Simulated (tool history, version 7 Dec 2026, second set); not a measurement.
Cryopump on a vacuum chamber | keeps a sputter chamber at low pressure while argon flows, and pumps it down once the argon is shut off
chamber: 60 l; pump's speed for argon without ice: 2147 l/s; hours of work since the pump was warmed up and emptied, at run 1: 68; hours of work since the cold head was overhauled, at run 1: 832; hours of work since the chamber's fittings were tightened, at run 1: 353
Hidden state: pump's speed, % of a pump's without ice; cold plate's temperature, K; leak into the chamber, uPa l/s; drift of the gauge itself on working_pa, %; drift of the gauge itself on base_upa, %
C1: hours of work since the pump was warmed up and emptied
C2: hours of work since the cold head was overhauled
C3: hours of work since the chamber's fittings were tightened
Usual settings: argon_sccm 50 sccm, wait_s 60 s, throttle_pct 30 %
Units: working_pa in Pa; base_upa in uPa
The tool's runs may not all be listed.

Run 1, hour 0: usual settings; C1 68; C2 832; C3 353. Result: working_pa 0.1327 Pa, base_upa 1.22 uPa.
Run 2, hour 99: usual settings; C1 118; C2 883; C3 404. Result: working_pa 0.1321 Pa, base_upa 1.34 uPa.
Run 3, hour 166.3: usual settings; C1 153; C2 917; C3 438. Result: working_pa 0.1328 Pa, base_upa 1.37 uPa.
Run 4, hour 246.4: usual settings but throttle_pct 15 %; C1 194; C2 958; C3 479. Result: working_pa 0.2633 Pa, base_upa 1.35 uPa.
Run 5, hour 314.5: usual settings but throttle_pct 15 %; C1 229; C2 993; C3 514. Result: working_pa 0.2646 Pa, base_upa 1.39 uPa.
Run 6, hour 384.5: usual settings but throttle_pct 15 %; C1 265; C2 1029; C3 550. Result: working_pa 0.265 Pa, base_upa 1.41 uPa.
Run 7, hour 488.3: usual settings but wait_s 43 s, throttle_pct 15 %; C1 319; C2 1083; C3 604. Result: working_pa 0.2656 Pa, base_upa 1.73 uPa.
Run 8, hour 555.6: usual settings but wait_s 43 s, throttle_pct 15 %; C1 353; C2 1117; C3 638. Result: working_pa 0.266 Pa, base_upa 1.8 uPa.
Run 9, hour 631.4: usual settings but wait_s 43 s, throttle_pct 15 %; C1 392; C2 1156; C3 677. Result: working_pa 0.2662 Pa, base_upa 1.83 uPa.
Run 10, hour 725.4: usual settings but wait_s 98 s, throttle_pct 15 %; C1 440; C2 1205; C3 726. Result: working_pa 0.2678 Pa, base_upa 1.2 uPa.
Run 11, hour 787.4: usual settings but wait_s 98 s, throttle_pct 15 %; C1 472; C2 1236; C3 757. Result: working_pa 0.2674 Pa, base_upa 1.19 uPa.
Run 12, hour 853.5: usual settings; C1 506; C2 1270; C3 791. Result: working_pa 0.1359 Pa, base_upa 1.56 uPa.
Run 13, hour 942: usual settings; C1 552; C2 1316; C3 837. Result: working_pa 0.1369 Pa, base_upa 1.58 uPa.
Run 14, hour 1030.2: usual settings; C1 597; C2 1361; C3 882. Result: working_pa 0.1369 Pa, base_upa 1.7 uPa.
Run 15, hour 1149.4: usual settings; C1 658; C2 1422; C3 944. Result: working_pa 0.1378 Pa, base_upa 1.7 uPa.
Run 16, hour 1247.1: usual settings; C1 709; C2 1473; C3 994. Result: working_pa 0.1388 Pa, base_upa 1.74 uPa.
Run 17, hour 1312.7: usual settings but argon_sccm 37 sccm, wait_s 41 s; C1 742; C2 1506; C3 1027. Result: working_pa 0.1024 Pa, base_upa 2.13 uPa.
At hour 1328.1: pump warmed up, emptied and cooled again.
Run 18, hour 1436.5: usual settings but argon_sccm 81 sccm, wait_s 68 s, throttle_pct 21 %; C1 56; C2 1567; C3 1088. Result: working_pa 0.305 Pa, base_upa 1.56 uPa.
Run 19, hour 1492.4: usual settings but argon_sccm 96 sccm, wait_s 243 s; C1 84; C2 1596; C3 1117. Result: working_pa 0.2557 Pa, base_upa 1.04 uPa.
Run 20, hour 1602.2: usual settings but argon_sccm 96 sccm, wait_s 243 s; C1 141; C2 1653; C3 1174. Result: working_pa 0.2539 Pa, base_upa 1.1 uPa.
Run 21, hour 1689.9: usual settings but argon_sccm 96 sccm, wait_s 243 s; C1 186; C2 1698; C3 1219. Result: working_pa 0.2551 Pa, base_upa 1.1 uPa.
Run 22, hour 1747.9: usual settings but argon_sccm 96 sccm, wait_s 243 s; C1 216; C2 1727; C3 1249. Result: working_pa 0.2547 Pa, base_upa 1.12 uPa.
Run 23, hour 1858.6: usual settings but argon_sccm 24 sccm, wait_s 83 s, throttle_pct 23 %; C1 273; C2 1784; C3 1305. Result: working_pa 0.0835 Pa, base_upa 1.59 uPa.
Run 24, hour 1917.1: usual settings but argon_sccm 47 sccm, wait_s 81 s, throttle_pct 49 %; C1 303; C2 1814; C3 1336. Result: working_pa 0.0788 Pa, base_upa 1.65 uPa.
Run 25, hour 2039.7: usual settings but wait_s 259 s, throttle_pct 29 %; C1 366; C2 1877; C3 1398. Result: working_pa 0.1402 Pa, base_upa 1.23 uPa.
Run 26, hour 2097.7: usual settings but argon_sccm 28 sccm, wait_s 31 s; C1 396; C2 1907; C3 1428. Result: working_pa 0.0758 Pa, base_upa 2.78 uPa.
Run 27, hour 2205.7: usual settings but argon_sccm 28 sccm, wait_s 31 s; C1 451; C2 1963; C3 1484. Result: working_pa 0.0766 Pa, base_upa 2.79 uPa.
Run 28, hour 2328.4: usual settings but argon_sccm 28 sccm, wait_s 31 s; C1 514; C2 2026; C3 1547. Result: working_pa 0.0762 Pa, base_upa 2.77 uPa.
Run 29, hour 2431.5: usual settings but argon_sccm 92 sccm, wait_s 298 s, throttle_pct 54 %; C1 567; C2 2079; C3 1600. Result: working_pa 0.144 Pa, base_upa 1.33 uPa.
Run 30, hour 2537.6: usual settings but argon_sccm 70 sccm, wait_s 115 s, throttle_pct 33 %; C1 622; C2 2133; C3 1654. Result: working_pa 0.1752 Pa, base_upa 1.74 uPa.
Run 31, hour 2624.9: usual settings but argon_sccm 28 sccm, wait_s 54 s; C1 666; C2 2178; C3 1699. Result: working_pa 0.0779 Pa, base_upa 2.27 uPa.

Hidden state or all else? Some run-to-run changes of working_pa, split into what the settings, what came in and random variation would give without the hidden state, and what is left for the hidden state (with any gauge scatter that isn't in both results):
Run 11 -> 12: wait_s 98 -> 60, throttle_pct 15 -> 30. working_pa -0.1315 Pa: hidden state +0.0002, all else -0.1317.
Run 17 -> 18: argon_sccm 37 -> 81, wait_s 41 -> 68, throttle_pct 30 -> 21, pump warmed up, emptied and cooled again. working_pa +0.2026 Pa: hidden state -0.0044, all else +0.207.
Run 22 -> 23: argon_sccm 96 -> 24, wait_s 243 -> 83, throttle_pct 30 -> 23. working_pa -0.1712 Pa: hidden state -0.0032, all else -0.168.
Run 28 -> 29: argon_sccm 28 -> 92, wait_s 31 -> 298, throttle_pct 30 -> 54. working_pa +0.0678 Pa: hidden state +0.008, all else +0.0598.
Run 30 -> 31: argon_sccm 70 -> 28, wait_s 115 -> 54, throttle_pct 33 -> 30. working_pa -0.0973 Pa: hidden state -0.0052, all else -0.0921.
